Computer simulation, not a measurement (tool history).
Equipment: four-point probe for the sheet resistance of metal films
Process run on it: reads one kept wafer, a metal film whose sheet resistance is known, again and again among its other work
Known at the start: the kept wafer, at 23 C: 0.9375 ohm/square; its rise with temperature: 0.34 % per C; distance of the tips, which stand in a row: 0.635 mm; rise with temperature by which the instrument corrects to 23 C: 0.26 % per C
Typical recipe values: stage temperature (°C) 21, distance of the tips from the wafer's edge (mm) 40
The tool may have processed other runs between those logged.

run   hour  stage temperature (°C)  distance of the tips from the wafer's edge (mm)  sheet resistance as the instrument gives it (ohm/square)
  1      0                      21                                               40                                                  0.934209
  2   16.5                      21                                               10                                                  0.936282
  3   29.1                      21                                               10                                                  0.935741
  4   41.6                      21                                               10                                                  0.935969
  5   48.5                      23                                               10                                                  0.937572
  6   64.6                      23                                                7                                                   0.93974
  7   76.1                      23                                                7                                                  0.939521
  8   91.3                      23                                                7                                                  0.939441
      93.1  -- stage's thermometer calibrated
  9  104.7                      23                                                7                                                  0.939671
 10    116                      21                                               40                                                  0.933883
 11  129.3                      21                                               40                                                   0.93434
 12  138.6                      21                                               45                                                  0.934108
 13    152                      24                                               13                                                  0.937536
 14  165.9                      24                                               13                                                  0.937534
 15  176.7                      24                                               13                                                  0.937582
     187.2  -- stage's thermometer calibrated, once more
 16  192.2                      22                                               40                                                  0.935018

Run 17 is up next; what results do you expect?
 17  205.3                      21                                                6                                                         ?

sheet resistance as the instrument gives it (ohm/square): 0.93956
The same run, on a tool lacking any hidden state, would have yielded sheet resistance as the instrument gives it (ohm/square) 0.941323.
